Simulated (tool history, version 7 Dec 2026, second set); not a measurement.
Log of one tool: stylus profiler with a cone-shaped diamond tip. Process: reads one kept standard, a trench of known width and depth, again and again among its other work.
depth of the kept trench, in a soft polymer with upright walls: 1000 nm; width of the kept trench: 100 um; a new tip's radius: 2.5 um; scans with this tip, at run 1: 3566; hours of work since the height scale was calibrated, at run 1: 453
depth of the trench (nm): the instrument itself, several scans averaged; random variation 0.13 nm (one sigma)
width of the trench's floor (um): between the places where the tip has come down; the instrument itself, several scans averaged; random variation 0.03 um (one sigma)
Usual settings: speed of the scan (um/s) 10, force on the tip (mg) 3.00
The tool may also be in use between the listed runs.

| run | day | speed of the scan (um/s) | force on the tip (mg) | scans with this tip | hours of work since the height scale was calibrated | depth of the trench (nm) | width of the trench's floor (um) |
|---|---|---|---|---|---|---|---|
| 1 | 0.000 | 10 | 3.00 | 3566 | 453 | 1021.43 | 95.32 |
| 2 | 1.208 | 10 | 3.00 | 3730 | 474 | 1021.16 | 95.31 |
| 3 | 3.338 | 20 | 3.00 | 4019 | 510 | 1021.73 | 95.18 |
| 4 | 4.696 | 14 | 3.00 | 4204 | 534 | 1021.57 | 95.21 |
| 5 | 7.458 | 14 | 3.00 | 4579 | 581 | 1021.73 | 95.16 |
| 6 | 9.958 | 14 | 3.00 | 4919 | 625 | 1022.07 | 95.12 |
| 7 | 11.912 | 14 | 3.00 | 5184 | 658 | 1022.10 | 95.09 |
| 8 | 13.092 | 10 | 1.87 | 5345 | 679 | 1016.61 | 95.03 |
| 9 | 14.946 | 10 | 2.23 | 5596 | 711 | 1018.67 | 95.05 |
| 10 | 17.796 | 10 | 3.56 | 5984 | 760 | 1024.47 | 95.00 |
| 11 | 19.829 | 10 | 3.56 | 6261 | 795 | 1024.64 | 94.95 |
| 12 | 22.408 | 10 | 3.56 | 6611 | 839 | 1024.91 | 94.86 |
| 13 | 24.312 | 14 | 2.23 | 6869 | 872 | 1018.97 | 94.80 |
| 14 | 26.325 | 14 | 2.23 | 7143 | 907 | 1018.97 | 94.78 |
|  | 26.604 | height scale calibrated on a step standard |
| 15 | 27.908 | 14 | 2.23 | 7356 | 22 | 1020.27 | 94.76 |
| 16 | 29.500 | 29 | 3.37 | 7572 | 50 | 1025.64 | 94.68 |
| 17 | 31.158 | 29 | 3.37 | 7797 | 79 | 1025.89 | 94.64 |
| 18 | 32.883 | 36 | 1.02 | 8031 | 108 | 1014.10 | 94.48 |
|  | 33.150 | height scale calibrated on a step standard, once more |
| 19 | 34.704 | 6 | 1.31 | 8276 | 27 | 1011.07 | 94.66 |
| 20 | 36.700 | 6 | 1.31 | 8547 | 61 | 1011.27 | 94.70 |
| 21 | 39.579 | 6 | 1.31 | 8938 | 111 | 1011.32 | 94.61 |
| 22 | 42.117 | 8 | 3.25 | 9283 | 155 | 1020.94 | 94.53 |
| 23 | 44.975 | 3 | 3.16 | 9672 | 204 | 1020.61 | 94.50 |
| 24 | 46.462 | 12 | 6.07 | 9874 | 230 | 1031.80 | 94.48 |

Forecast each of these 3 alternatives for the next run:
| A | 47.833 | 13 | 1.47 | 10060 | 253 | ? | ? |
| B | 47.833 | 5 | 1.05 | 10060 | 253 | ? | ? |
| C | 47.833 | 37 | 1.15 | 10060 | 253 | ? | ? |

| run | depth of the trench (nm) | width of the trench's floor (um) |
|---|---|---|
| A | 1012.46 | 94.41 |
| B | 1010.08 | 94.42 |
| C | 1010.52 | 94.19 |
Without the tool's hidden state the same runs would have given:
| run | depth of the trench (nm) | width of the trench's floor (um) |
|---|---|---|
| A | 1012.17 | 95.93 |
| B | 1009.79 | 95.94 |
| C | 1010.23 | 95.72 |
